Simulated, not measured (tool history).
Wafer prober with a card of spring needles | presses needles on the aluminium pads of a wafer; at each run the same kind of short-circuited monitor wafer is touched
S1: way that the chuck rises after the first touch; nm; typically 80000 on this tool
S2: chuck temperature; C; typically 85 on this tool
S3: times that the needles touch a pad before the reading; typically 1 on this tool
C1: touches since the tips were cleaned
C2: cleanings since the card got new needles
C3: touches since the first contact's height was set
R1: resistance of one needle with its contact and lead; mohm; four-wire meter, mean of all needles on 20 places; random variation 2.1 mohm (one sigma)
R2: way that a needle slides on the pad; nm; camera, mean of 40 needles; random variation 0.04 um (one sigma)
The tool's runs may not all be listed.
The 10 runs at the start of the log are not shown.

| run | hour | S1 | S2 | S3 | C1 | C2 | C3 | R1 | R2 |
|---|---|---|---|---|---|---|---|---|---|
|  | 239.0 | tips cleaned on abrasive film |
| 11 | 243.7 | 80000 | 85 | 1 | 2289 | 36 | 112886 | 269 | 20610 |
|  | 257.1 | tips cleaned on abrasive film |
| 12 | 273.7 | 80000 | 85 | 1 | 8084 | 37 | 127454 | 284 | 20580 |
|  | 277.2 | tips cleaned on abrasive film |
| 13 | 293.7 | 80000 | 85 | 1 | 8025 | 38 | 137136 | 278 | 20570 |
|  | 296.9 | tips cleaned on abrasive film |
|  | 314.4 | tips cleaned on abrasive film |
| 14 | 315.6 | 70000 | 85 | 1 | 599 | 40 | 147745 | 258 | 17960 |
|  | 332.4 | tips cleaned on abrasive film |
| 15 | 346.6 | 70000 | 85 | 1 | 6902 | 41 | 162767 | 291 | 17890 |
|  | 350.3 | tips cleaned on abrasive film |
|  | 369.6 | tips cleaned on abrasive film |
| 16 | 370.7 | 65000 | 116 | 1 | 554 | 43 | 174419 | 273 | 16610 |
|  | 388.4 | tips cleaned on abrasive film |
| 17 | 391.8 | 92000 | 85 | 2 | 1639 | 44 | 184618 | 245 | 23540 |
|  | 408.4 | tips cleaned on abrasive film |
|  | 425.5 | tips cleaned on abrasive film |
| 18 | 426.8 | 75000 | 32 | 2 | 628 | 46 | 201597 | 238 | 19130 |
|  | 443.3 | tips cleaned on abrasive film |
| 19 | 456.5 | 75000 | 32 | 2 | 6422 | 47 | 215985 | 259 | 19130 |
|  | 462.5 | tips cleaned on abrasive film |
|  | 467.6 | height of the first contact set anew |
|  | 481.5 | tips cleaned on abrasive film |
| 20 | 481.5 | 80000 | 32 | 2 | 0 | 49 | 6744 | 221 | 20790 |
|  | 500.2 | tips cleaned on abrasive film |
| 21 | 500.2 | 80000 | 32 | 2 | 0 | 50 | 15786 | 224 | 20780 |
|  | 519.2 | tips cleaned on abrasive film |
| 22 | 526.1 | 80000 | 32 | 2 | 3376 | 51 | 28355 | 243 | 20810 |
|  | 536.2 | tips cleaned on abrasive film |
|  | 554.3 | tips cleaned on abrasive film |
| 23 | 554.3 | 80000 | 32 | 2 | 0 | 53 | 41992 | 225 | 20760 |
|  | 573.5 | tips cleaned on abrasive film |
| 24 | 581.9 | 80000 | 32 | 2 | 4118 | 54 | 55389 | 245 | 20710 |
|  | 591.9 | tips cleaned on abrasive film |
|  | 610.3 | tips cleaned on abrasive film |
| 25 | 610.4 | 69000 | 99 | 1 | 50 | 56 | 69145 | 252 | 17870 |
|  | 628.3 | tips cleaned on abrasive film |
| 26 | 628.3 | 69000 | 99 | 2 | 0 | 57 | 77816 | 248 | 17810 |
|  | 646.1 | tips cleaned on abrasive film |
| 27 | 654.8 | 99000 | 85 | 3 | 4205 | 58 | 90676 | 240 | 25740 |
|  | 663.5 | tips cleaned on abrasive film |
|  | 681.3 | tips cleaned on abrasive film |
| 28 | 686.8 | 87000 | 81 | 2 | 2693 | 60 | 106170 | 250 | 22460 |
|  | 698.9 | tips cleaned on abrasive film |
|  | 717.0 | tips cleaned on abrasive film |
| 29 | 721.5 | 87000 | 81 | 2 | 2176 | 62 | 122986 | 254 | 22430 |
|  | 735.6 | tips cleaned on abrasive film |
| 30 | 742.3 | 79000 | 124 | 1 | 3267 | 63 | 133054 | 283 | 20340 |

Predict each of these 5 candidate next runs independently; none follows another, all start after run 30:
|  | 754.0 | tips cleaned on abrasive film |
|  | 771.3 | tips cleaned on abrasive film |
| A | 772.9 | 97000 | 25 | 2 | 792 | 65 | 147863 | ? | ? |
|  | 754.0 | tips cleaned on abrasive film |
|  | 771.3 | tips cleaned on abrasive film |
| B | 772.9 | 79000 | 53 | 1 | 792 | 65 | 147863 | ? | ? |
|  | 754.0 | tips cleaned on abrasive film |
|  | 771.3 | tips cleaned on abrasive film |
| C | 772.9 | 71000 | 90 | 2 | 792 | 65 | 147863 | ? | ? |
|  | 754.0 | tips cleaned on abrasive film |
|  | 771.3 | tips cleaned on abrasive film |
| D | 772.9 | 65000 | 58 | 3 | 792 | 65 | 147863 | ? | ? |
|  | 754.0 | tips cleaned on abrasive film |
|  | 771.3 | tips cleaned on abrasive film |
| E | 772.9 | 63000 | 116 | 3 | 792 | 65 | 147863 | ? | ? |

| run | R1 | R2 |
|---|---|---|
| A | 227 | 25020 |
| B | 252 | 20350 |
| C | 252 | 18280 |
| D | 242 | 16650 |
| E | 261 | 16140 |
Had the tool no hidden state, the same runs would have come out as:
| run | R1 | R2 |
|---|---|---|
| A | 216 | 25280 |
| B | 229 | 20610 |
| C | 236 | 18540 |
| D | 229 | 16910 |
| E | 248 | 16410 |
